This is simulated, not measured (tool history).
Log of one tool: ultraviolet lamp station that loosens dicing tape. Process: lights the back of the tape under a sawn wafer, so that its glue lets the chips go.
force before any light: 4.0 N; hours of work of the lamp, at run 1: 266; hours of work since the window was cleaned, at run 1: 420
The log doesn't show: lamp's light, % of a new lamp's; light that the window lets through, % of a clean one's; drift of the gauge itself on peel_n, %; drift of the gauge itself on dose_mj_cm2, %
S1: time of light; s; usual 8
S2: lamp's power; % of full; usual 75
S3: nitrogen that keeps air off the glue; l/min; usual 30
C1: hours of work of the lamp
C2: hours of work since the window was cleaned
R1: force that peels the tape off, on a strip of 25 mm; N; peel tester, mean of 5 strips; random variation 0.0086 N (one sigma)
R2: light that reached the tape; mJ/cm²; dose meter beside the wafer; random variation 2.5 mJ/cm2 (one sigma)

Run 1, hour 0: usual settings; C1 266; C2 420. Result: R1 0.48 N, R2 236 mJ/cm².
Run 2, hour 65.6: usual settings; C1 300; C2 454. Result: R1 0.516 N, R2 232 mJ/cm².
Run 3, hour 114.6: usual settings; C1 326; C2 479. Result: R1 0.514 N, R2 224 mJ/cm².
Run 4, hour 195: usual settings; C1 367; C2 521. Result: R1 0.536 N, R2 222 mJ/cm².
Run 5, hour 264.1: usual settings; C1 403; C2 557. Result: R1 0.539 N, R2 213 mJ/cm².
At hour 289.3: window cleaned of glue's vapour.
Run 6, hour 324.8: usual settings; C1 434; C2 18. Result: R1 0.527 N, R2 220 mJ/cm².
Run 7, hour 377.9: usual settings; C1 462; C2 46. Result: R1 0.556 N, R2 214 mJ/cm².
Run 8, hour 417.7: usual settings but S3 20 l/min; C1 483; C2 67. Result: R1 0.661 N, R2 207 mJ/cm².
Run 9, hour 489.6: usual settings; C1 520; C2 104. Result: R1 0.602 N, R2 203 mJ/cm².
Run 10, hour 547.7: usual settings; C1 550; C2 134. Result: R1 0.643 N, R2 198 mJ/cm².
Run 11, hour 599.5: usual settings; C1 577; C2 161. Result: R1 0.671 N, R2 194 mJ/cm².
Run 12, hour 658.9: usual settings; C1 608; C2 192. Result: R1 0.693 N, R2 190 mJ/cm².
At hour 736.1: lamp changed.
Run 13, hour 744.6: usual settings; C1 4; C2 236. Result: R1 0.361 N, R2 283 mJ/cm².
Run 14, hour 812.8: usual settings; C1 40; C2 271. Result: R1 0.365 N, R2 277 mJ/cm².
Run 15, hour 856.7: usual settings but S1 5 s, S3 43 l/min; C1 63; C2 294. Result: R1 0.688 N, R2 170 mJ/cm².
Run 16, hour 920.2: usual settings but S1 5 s, S3 43 l/min; C1 96; C2 327. Result: R1 0.708 N, R2 163 mJ/cm².
Run 17, hour 1008.6: usual settings but S1 5 s, S2 96 % of full, S3 43 l/min; C1 142; C2 373. Result: R1 0.513 N, R2 205 mJ/cm².
Run 18, hour 1060.8: usual settings but S1 6 s, S2 78 % of full, S3 13 l/min; C1 169; C2 400. Result: R1 0.896 N, R2 202 mJ/cm².
Run 19, hour 1109.9: usual settings but S1 6 s, S2 78 % of full, S3 13 l/min; C1 194; C2 426. Result: R1 0.955 N, R2 190 mJ/cm².
Run 20, hour 1168.9: usual settings but S1 6 s, S2 78 % of full, S3 13 l/min; C1 225; C2 456. Result: R1 0.912 N, R2 190 mJ/cm².
Run 21, hour 1236.6: usual settings but S2 81 % of full, S3 42 l/min; C1 260; C2 492. Result: R1 0.371 N, R2 252 mJ/cm².
Run 22, hour 1276.8: usual settings but S2 72 % of full, S3 19 l/min; C1 281; C2 512. Result: R1 0.619 N, R2 222 mJ/cm².
Run 23, hour 1351.7: usual settings but S1 11 s, S2 98 % of full, S3 13 l/min; C1 320; C2 551. Result: R1 0.305 N, R2 409 mJ/cm².
At hour 1387.4: window cleaned of glue's vapour.
Run 24, hour 1429.4: usual settings but S1 11 s, S2 98 % of full, S3 13 l/min; C1 360; C2 22. Result: R1 0.287 N, R2 413 mJ/cm².
Run 25, hour 1518: usual settings but S1 11 s, S2 95 % of full, S3 14 l/min; C1 406; C2 68. Result: R1 0.33 N, R2 379 mJ/cm².
Run 26, hour 1574: usual settings but S1 11 s, S2 95 % of full, S3 14 l/min; C1 435; C2 97. Result: R1 0.342 N, R2 370 mJ/cm².

3 ways to go on from here, each from the tool as it stands after run 26. What would each give?
Run A, hour 1665.8: usual settings but S1 11 s, S2 66 % of full, S3 25 l/min; C1 483; C2 145. Result: R1 ?, R2 ?.
Run B, hour 1665.8: usual settings but S1 11 s, S2 64 % of full, S3 28 l/min; C1 483; C2 145. Result: R1 ?, R2 ?.
Run C, hour 1665.8: usual settings but S1 11 s, S2 95 % of full, S3 13 l/min; C1 483; C2 145. Result: R1 ?, R2 ?.

run     R1   R2
  A  0.481  246
  B  0.486  236
  C  0.358  358
Without the tool's hidden state the same runs would have given:
run     R1   R2
  A  0.288  350
  B  0.293  337
  C   0.23  508

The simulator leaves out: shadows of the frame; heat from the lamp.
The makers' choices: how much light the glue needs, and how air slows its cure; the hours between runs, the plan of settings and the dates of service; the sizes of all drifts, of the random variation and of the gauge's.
